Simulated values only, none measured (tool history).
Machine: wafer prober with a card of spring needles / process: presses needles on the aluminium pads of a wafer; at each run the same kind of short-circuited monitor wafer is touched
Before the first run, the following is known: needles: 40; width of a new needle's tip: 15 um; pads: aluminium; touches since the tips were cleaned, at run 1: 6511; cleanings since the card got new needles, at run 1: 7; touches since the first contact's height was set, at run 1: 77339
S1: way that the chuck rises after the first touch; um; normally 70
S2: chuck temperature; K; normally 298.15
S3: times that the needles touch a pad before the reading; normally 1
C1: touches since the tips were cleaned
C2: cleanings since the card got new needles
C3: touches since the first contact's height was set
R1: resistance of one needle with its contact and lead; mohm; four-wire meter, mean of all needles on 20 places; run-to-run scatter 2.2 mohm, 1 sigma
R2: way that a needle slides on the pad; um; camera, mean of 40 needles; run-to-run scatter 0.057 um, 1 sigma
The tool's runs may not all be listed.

| run | hour | S1 | S2 | S3 | C1 | C2 | C3 | R1 | R2 |
|---|---|---|---|---|---|---|---|---|---|
| 1 | 0 | 70 | 298.15 | 1 | 6511 | 7 | 77339 | 294 | 17.48 |
|  | 5.3 | tips cleaned on abrasive film |
| 2 | 14.3 | 70 | 298.15 | 1 | 3650 | 8 | 83113 | 281 | 17.38 |
| 3 | 21.1 | 70 | 298.15 | 1 | 6428 | 8 | 85891 | 288 | 17.35 |
|  | 27.3 | tips cleaned on abrasive film |
| 4 | 28.2 | 70 | 298.15 | 1 | 373 | 9 | 88731 | 258 | 17.39 |
| 5 | 41.6 | 70 | 298.15 | 1 | 5845 | 9 | 94203 | 288 | 17.46 |
|  | 48.4 | tips cleaned on abrasive film |
| 6 | 52.8 | 67 | 298.15 | 1 | 1794 | 10 | 98735 | 270 | 16.6 |
| 7 | 67 | 67 | 298.15 | 1 | 7568 | 10 | 104509 | 296 | 16.71 |
|  | 68.6 | height of the first contact set anew |
|  | 70.2 | tips cleaned on abrasive film |
| 8 | 79.1 | 70 | 311.15 | 1 | 3632 | 11 | 4239 | 284 | 17.27 |
| 9 | 86.6 | 70 | 311.15 | 1 | 6694 | 11 | 7301 | 300 | 17.23 |
|  | 91.3 | tips cleaned on abrasive film |
| 10 | 98.4 | 70 | 311.15 | 1 | 2891 | 12 | 12072 | 283 | 17.18 |
| 11 | 111.8 | 81 | 313.15 | 1 | 8344 | 12 | 17525 | 290 | 19.98 |
|  | 112.9 | tips cleaned on abrasive film |
|  | 125.7 | height of the first contact set anew, once more |
| 12 | 128.3 | 77 | 389.15 | 1 | 6148 | 13 | 1054 | 300 | 19.28 |
|  | 135.1 | tips cleaned on abrasive film |
| 13 | 135.1 | 62 | 389.15 | 1 | 32 | 14 | 3816 | 281 | 15.54 |
| 14 | 144 | 71 | 298.15 | 1 | 3656 | 14 | 7440 | 286 | 17.76 |
| 15 | 152.2 | 88 | 393.15 | 1 | 6959 | 14 | 10743 | 303 | 22.19 |
|  | 156.2 | tips cleaned on abrasive film |
| 16 | 168.1 | 88 | 305.15 | 1 | 4842 | 15 | 17205 | 277 | 21.96 |
|  | 177.8 | tips cleaned on abrasive film |
| 17 | 184.1 | 84 | 298.15 | 1 | 2593 | 16 | 23679 | 271 | 21.15 |

Measured less the same run without the tool's hidden state. The same run-to-run variation is in both; the gauge's scatter may not be:
Unlogged tool condition in this case: debris on the tips, nm; way that the needles fall short of the set height, um; tips' diameter, um; drift of the gauge itself on contact_mohm, %; drift of the gauge itself on scrub_um, %.
| run | R1 | R2 |
|---|---|---|
| 1 | +43 | -0.15 |
| 2 | +33 | -0.18 |
| 3 | +42 | -0.18 |
| 4 | +6 | -0.21 |
| 5 | +41 | -0.21 |
| 6 | +21 | -0.23 |
| 7 | +48 | -0.23 |
| 8 | +33 | -0.32 |
| 9 | +44 | -0.31 |
| 10 | +31 | -0.35 |
| 11 | +37 | -0.35 |
| 12 | +31 | +0 |
| 13 | +6 | -0.02 |
| 14 | +33 | -0.03 |
| 15 | +27 | -0.02 |
| 16 | +26 | -0.04 |
| 17 | +21 | -0.07 |
